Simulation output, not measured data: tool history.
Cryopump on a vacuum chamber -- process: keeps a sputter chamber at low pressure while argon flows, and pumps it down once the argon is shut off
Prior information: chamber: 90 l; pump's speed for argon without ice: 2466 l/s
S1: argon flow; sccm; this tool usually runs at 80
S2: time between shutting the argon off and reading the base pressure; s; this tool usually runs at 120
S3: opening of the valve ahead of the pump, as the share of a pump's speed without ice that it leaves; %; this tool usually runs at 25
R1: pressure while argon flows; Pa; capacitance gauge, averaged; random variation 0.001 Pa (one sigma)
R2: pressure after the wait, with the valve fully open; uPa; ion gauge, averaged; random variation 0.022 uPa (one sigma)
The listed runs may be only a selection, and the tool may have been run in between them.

run   hour   S1   S2  S3      R1    R2
  1    0.0   80  120  25  0.2224  0.72
  2   14.1   80  120  25  0.2228  0.69
  3   30.2   80  120  25  0.2210  0.69
  4   47.8   80  120  25  0.2231  0.71
  5   66.1   80  120  25  0.2233  0.68
  6   73.7   80  120  25  0.2232  0.70
  7   81.4   80  120  25  0.2221  0.67
  8   99.6   80  120  25  0.2233  0.70
  9  108.0  101  120  25  0.2812  0.70
 10  119.6  101  120  25  0.2834  0.73
 11  134.0   65  120  25  0.1796  0.66
 12  149.0   65  120  25  0.1818  0.72
 13  157.1   65  120  25  0.1822  0.73
 14  171.3   80  120  25  0.2245  0.67
 15  184.4   80  237  25  0.2246  0.49
 16  198.9   80   48  25  0.2239  1.49
 17  208.3   80   48  25  0.2229  1.38
 18  217.4   80  203  25  0.2222  0.54
 19  228.6   62  120  30  0.1455  0.70
 20  236.0   80  161  25  0.2235  0.59
 21  247.5   78   40  18  0.3014  1.60
 22  265.4   78   40  32  0.1702  1.63
 23  276.9  127  120  33  0.2684  0.74
 24  284.4  127  120  33  0.2709  0.73
 25  300.4  106   47  19  0.3871  1.45
 26  309.7  106   47  19  0.3890  1.47
 27  320.6  106   47  19  0.3885  1.44
 28  337.9   32   47  19  0.1177  1.44
 29  345.5   64  120  39  0.1168  0.73
 30  356.9   80   37  22  0.2547  1.72
 31  365.3   34   37  22  0.1077  1.76
 32  376.5   34   37  22  0.1082  1.78
 33  386.0  120  120  25  0.3356  0.75
 34  401.2  120  120  25  0.3377  0.78
 35  409.1  115   51  30  0.2703  1.32

Branching from run 35: 3 alternative next runs. What would each branch give?
  A  418.8   98  150  41   ?   ?
  B  418.8  115   51  18   ?   ?
  C  418.8   33  120  25   ?   ?

run      R1    R2
  A  0.1707  0.69
  B  0.4457  1.35
  C  0.0924  0.75
Stripped of hidden state, with their random variation kept, the same runs would have yielded:
run      R1    R2
  A  0.1643  0.50
  B  0.4382  1.17
  C  0.0903  0.56
